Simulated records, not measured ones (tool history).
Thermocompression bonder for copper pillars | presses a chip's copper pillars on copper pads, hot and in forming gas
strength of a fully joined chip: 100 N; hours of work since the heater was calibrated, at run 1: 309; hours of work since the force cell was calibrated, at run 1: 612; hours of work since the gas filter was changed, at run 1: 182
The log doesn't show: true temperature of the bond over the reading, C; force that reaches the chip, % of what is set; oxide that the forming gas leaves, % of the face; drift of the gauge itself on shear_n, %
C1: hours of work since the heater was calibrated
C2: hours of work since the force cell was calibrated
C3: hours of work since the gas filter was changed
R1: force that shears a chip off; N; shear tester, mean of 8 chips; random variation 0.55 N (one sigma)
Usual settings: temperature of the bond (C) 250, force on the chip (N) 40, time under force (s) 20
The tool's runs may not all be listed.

run 1 hour=0 | temperature_of_the_bond_(C)=250 force_on_the_chip_(N)=40 time_under_force_(s)=20 | C1=309 C2=612 C3=182 | R1=63.1
run 2 hour=40.6 | temperature_of_the_bond_(C)=250 force_on_the_chip_(N)=40 time_under_force_(s)=20 | C1=337 C2=640 C3=210 | R1=61.1
run 3 hour=91 | temperature_of_the_bond_(C)=250 force_on_the_chip_(N)=40 time_under_force_(s)=20 | C1=371 C2=675 C3=245 | R1=60.7
run 4 hour=118.5 | temperature_of_the_bond_(C)=250 force_on_the_chip_(N)=40 time_under_force_(s)=20 | C1=390 C2=694 C3=264 | R1=61
run 5 hour=160.1 | temperature_of_the_bond_(C)=250 force_on_the_chip_(N)=40 time_under_force_(s)=20 | C1=419 C2=723 C3=293 | R1=60.8
run 6 hour=193.2 | temperature_of_the_bond_(C)=239 force_on_the_chip_(N)=24 time_under_force_(s)=13 | C1=442 C2=745 C3=315 | R1=28.2
-- hour=198.2 heater calibrated with a thermocouple chip
run 7 hour=223.6 | temperature_of_the_bond_(C)=232 force_on_the_chip_(N)=28 time_under_force_(s)=20 | C1=18 C2=765 C3=335 | R1=35.1
-- hour=262.8 forming gas filter changed
run 8 hour=282.7 | temperature_of_the_bond_(C)=250 force_on_the_chip_(N)=25 time_under_force_(s)=36 | C1=58 C2=806 C3=14 | R1=52.8
run 9 hour=308.9 | temperature_of_the_bond_(C)=250 force_on_the_chip_(N)=25 time_under_force_(s)=36 | C1=76 C2=824 C3=32 | R1=51.5
run 10 hour=341.3 | temperature_of_the_bond_(C)=250 force_on_the_chip_(N)=25 time_under_force_(s)=36 | C1=98 C2=846 C3=54 | R1=52.4

4 ways to go on from here, each from the tool as it stands after run 10. What would each give?
run A hour=384.5 | temperature_of_the_bond_(C)=255 force_on_the_chip_(N)=46 time_under_force_(s)=48 | C1=128 C2=876 C3=84 | R1=?
run B hour=384.5 | temperature_of_the_bond_(C)=250 force_on_the_chip_(N)=40 time_under_force_(s)=30 | C1=128 C2=876 C3=84 | R1=?
run C hour=384.5 | temperature_of_the_bond_(C)=260 force_on_the_chip_(N)=25 time_under_force_(s)=36 | C1=128 C2=876 C3=84 | R1=?
run D hour=384.5 | temperature_of_the_bond_(C)=226 force_on_the_chip_(N)=29 time_under_force_(s)=28 | C1=128 C2=876 C3=84 | R1=?

run=A R1=86
run=B R1=68.5
run=C R1=56.3
run=D R1=40.6
Without the tool's hidden state the same runs would have given:
run=A R1=89.7
run=B R1=72.7
run=C R1=60.1
run=D R1=44.3
